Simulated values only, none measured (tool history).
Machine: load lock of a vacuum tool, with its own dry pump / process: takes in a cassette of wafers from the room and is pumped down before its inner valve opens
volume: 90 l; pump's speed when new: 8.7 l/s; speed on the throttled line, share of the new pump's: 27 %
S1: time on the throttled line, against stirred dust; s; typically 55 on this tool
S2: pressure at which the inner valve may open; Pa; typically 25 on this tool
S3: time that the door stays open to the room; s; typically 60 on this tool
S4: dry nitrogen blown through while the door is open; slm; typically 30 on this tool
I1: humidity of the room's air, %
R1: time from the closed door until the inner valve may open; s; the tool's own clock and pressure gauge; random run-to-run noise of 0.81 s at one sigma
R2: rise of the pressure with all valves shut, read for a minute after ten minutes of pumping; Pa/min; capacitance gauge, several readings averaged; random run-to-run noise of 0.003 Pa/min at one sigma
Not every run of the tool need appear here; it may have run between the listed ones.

Run 1, hour 0: usual settings; I1 45. Result: R1 129.3 s, R2 0.081 Pa/min.
Run 2, hour 176.7: usual settings; I1 44.3. Result: R1 129.7 s, R2 0.095 Pa/min.
Run 3, hour 274.7: usual settings but S1 30 s; I1 47.6. Result: R1 113.2 s, R2 0.099 Pa/min.
Run 4, hour 462.5: usual settings but S1 30 s; I1 45.3. Result: R1 112.9 s, R2 0.097 Pa/min.
Run 5, hour 577.6: usual settings but S2 26 Pa; I1 48.5. Result: R1 129.7 s, R2 0.101 Pa/min.
Run 6, hour 714.1: usual settings but S2 26 Pa; I1 49.4. Result: R1 131.7 s, R2 0.102 Pa/min.
Run 7, hour 813.5: usual settings but S1 38 s; I1 45.9. Result: R1 117.5 s, R2 0.104 Pa/min.
Run 8, hour 987.4: usual settings but S1 38 s, S3 61 s; I1 48.3. Result: R1 117.5 s, R2 0.112 Pa/min.
Run 9, hour 1097.1: usual settings but S1 38 s, S3 61 s; I1 43.7. Result: R1 118.3 s, R2 0.112 Pa/min.
Run 10, hour 1199.8: usual settings but S4 22 slm; I1 45.1. Result: R1 131.2 s, R2 0.121 Pa/min.
Run 11, hour 1309.2: usual settings but S4 22 slm; I1 45.5. Result: R1 129.3 s, R2 0.119 Pa/min.
Run 12, hour 1398.7: usual settings but S4 17 slm; I1 43.4. Result: R1 130.5 s, R2 0.124 Pa/min.
Run 13, hour 1543.8: usual settings but S4 17 slm; I1 43.3. Result: R1 131.8 s, R2 0.125 Pa/min.
Run 14, hour 1700.5: usual settings; I1 42.9. Result: R1 131.5 s, R2 0.126 Pa/min.
Run 15, hour 1860.7: usual settings but S1 45 s, S2 21 Pa, S3 111 s, S4 12 slm; I1 45.3. Result: R1 125.7 s, R2 0.162 Pa/min.
Run 16, hour 1972: usual settings but S1 99 s, S2 21 Pa, S3 111 s, S4 7 slm; I1 44.2. Result: R1 166.5 s, R2 0.171 Pa/min.
Run 17, hour 2065.3: usual settings but S1 82 s, S2 24 Pa, S3 26 s, S4 4 slm; I1 44. Result: R1 150.6 s, R2 0.144 Pa/min.
Run 18, hour 2189.1: usual settings but S1 29 s, S2 19 Pa, S3 115 s, S4 20 slm; I1 47.2. Result: R1 117.5 s, R2 0.162 Pa/min.
Run 19, hour 2280.8: usual settings but S1 65 s, S2 20 Pa; I1 43.8. Result: R1 141.6 s, R2 0.145 Pa/min.
Run 20, hour 2437.7: usual settings but S1 65 s, S2 20 Pa; I1 45.5. Result: R1 141.8 s, R2 0.151 Pa/min.
Run 21, hour 2634.7: usual settings but S1 65 s, S2 29 Pa, S3 28 s; I1 44.8. Result: R1 137.1 s, R2 0.143 Pa/min.

Expected results for the next run?
Run 22, hour 2768.1: usual settings but S1 44 s, S2 29 Pa, S3 28 s, S4 23 slm; I1 48.9. Result: R1 ?, R2 ?.

{"run 22": {"R1": 122.4, "R2": 0.153}}
Take away the tool's hidden state, keep the run-to-run variation as it was, and the same run would have given R1 116.6 s, R2 0.031 Pa/min.
